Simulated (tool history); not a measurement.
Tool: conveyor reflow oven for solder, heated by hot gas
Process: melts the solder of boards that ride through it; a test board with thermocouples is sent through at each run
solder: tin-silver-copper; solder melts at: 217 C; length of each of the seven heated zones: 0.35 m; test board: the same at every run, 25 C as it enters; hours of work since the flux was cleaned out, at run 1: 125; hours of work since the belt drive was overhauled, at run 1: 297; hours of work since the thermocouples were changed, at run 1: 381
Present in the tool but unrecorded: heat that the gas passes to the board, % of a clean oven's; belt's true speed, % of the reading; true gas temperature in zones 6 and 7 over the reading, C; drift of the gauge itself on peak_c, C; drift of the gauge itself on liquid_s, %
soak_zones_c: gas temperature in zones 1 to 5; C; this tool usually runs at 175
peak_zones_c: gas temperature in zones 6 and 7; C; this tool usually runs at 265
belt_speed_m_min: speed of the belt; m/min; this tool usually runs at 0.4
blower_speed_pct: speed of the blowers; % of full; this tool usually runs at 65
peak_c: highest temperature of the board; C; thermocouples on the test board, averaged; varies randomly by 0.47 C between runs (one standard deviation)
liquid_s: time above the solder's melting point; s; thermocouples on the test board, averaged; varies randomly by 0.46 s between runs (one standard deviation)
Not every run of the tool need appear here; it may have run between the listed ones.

run	hour	soak_zones_c	peak_zones_c	belt_speed_m_min	blower_speed_pct	hours of work since the flux was cleaned out	hours of work since the belt drive was overhauled	hours of work since the thermocouples were changed	peak_c	liquid_s
1	0	175	265	0.4	65	125	297	381	250.5	78.9
2	6	175	265	0.4	65	129	301	385	251.1	78.9
3	13.9	175	265	0.4	65	134	306	391	250.3	78.8
4	21.9	175	265	0.4	65	140	311	396	250.5	78.9
5	33.6	175	277	0.4	65	148	319	404	260.1	88.3
6	45.5	175	277	0.4	65	156	327	412	261.7	88.2
7	55	175	277	0.4	65	162	334	418	261.5	87.8
8	66.3	175	277	0.4	65	170	341	426	261.2	87.4
9	77.6	175	277	0.4	65	178	349	434	261.5	87.6
10	86.5	175	265	0.4	71	184	355	440	252.2	81.4
11	92	175	265	0.4	71	187	359	443	252	80.5
12	102.6	175	268	0.4	71	194	366	451	253.7	82.7
13	113.2	175	268	0.4	71	202	373	458	253.6	82
14	121.8	175	265	0.4	65	207	379	464	250.1	77.6
15	127.7	175	265	0.414	65	211	383	468	248.7	73.3
16	136.3	175	265	0.414	65	217	389	473	249.2	73.8
17	146.8	175	265	0.414	65	224	396	480	248.2	73.3
18	157.3	184	265	0.4	65	232	403	488	251.2	83.5
# hour 162.5: belt drive overhauled, speed set with a stopwatch
19	169.8	175	262	0.418	65	237	5	493	246.3	70.1
20	180.1	186	267	0.325	75	244	12	500	260	116.7
21	185.5	175	265	0.4	65	248	16	504	250.3	77.6
22	192.3	175	265	0.323	83	252	20	509	257.3	110.8
# hour 199.4: belt drive overhauled, speed set with a stopwatch, once more
23	205.8	175	265	0.406	85	259	4	515	252.7	80.8
24	215.5	175	272	0.426	65	265	11	522	254.2	74.7
25	221.5	175	272	0.426	65	270	15	526	253.9	75.1
26	227.1	175	272	0.426	65	273	19	529	253.7	75
27	232.7	175	272	0.439	60	277	23	533	251.6	69.5
28	239.8	175	253	0.465	60	282	27	538	232.9	42.5
# hour 245.9: flux residue cleaned out of gas plates and filters
29	254.9	175	260	0.4	65	6	34	545	246.4	74.6
30	261.2	175	260	0.4	65	10	38	549	246	74.4
31	272	175	260	0.4	65	18	46	556	246.4	75.2

Subtracting, for every run, the result it would have given without the tool's unlogged condition from the measured result gives the following. The same run-to-run variation enters both numbers; the gauge's scatter may not:
run	peak_c	liquid_s
1	-1.8	-1.7
2	-1.8	-1.8
3	-1.9	-1.8
4	-1.9	-1.9
5	-2.1	-1.3
6	-2.2	-1.4
7	-2.2	-1.4
8	-2.3	-1.5
9	-2.4	-1.5
10	-2.3	-2.3
11	-2.3	-2.4
12	-2.5	-2.2
13	-2.6	-2.3
14	-2.5	-2.6
15	-2.6	-2.7
16	-2.7	-2.9
17	-2.8	-2.9
18	-2.6	-2.4
19	-2.8	-3.2
20	-2.4	-1.3
21	-2.8	-2.9
22	-2.6	-2.1
23	-3.4	-3.6
24	-3.4	-3.6
25	-3.5	-3.7
26	-3.5	-3.7
27	-3.6	-4
28	-3.4	-6.6
29	-1.6	-1.7
30	-1.5	-1.8
31	-1.6	-1.9
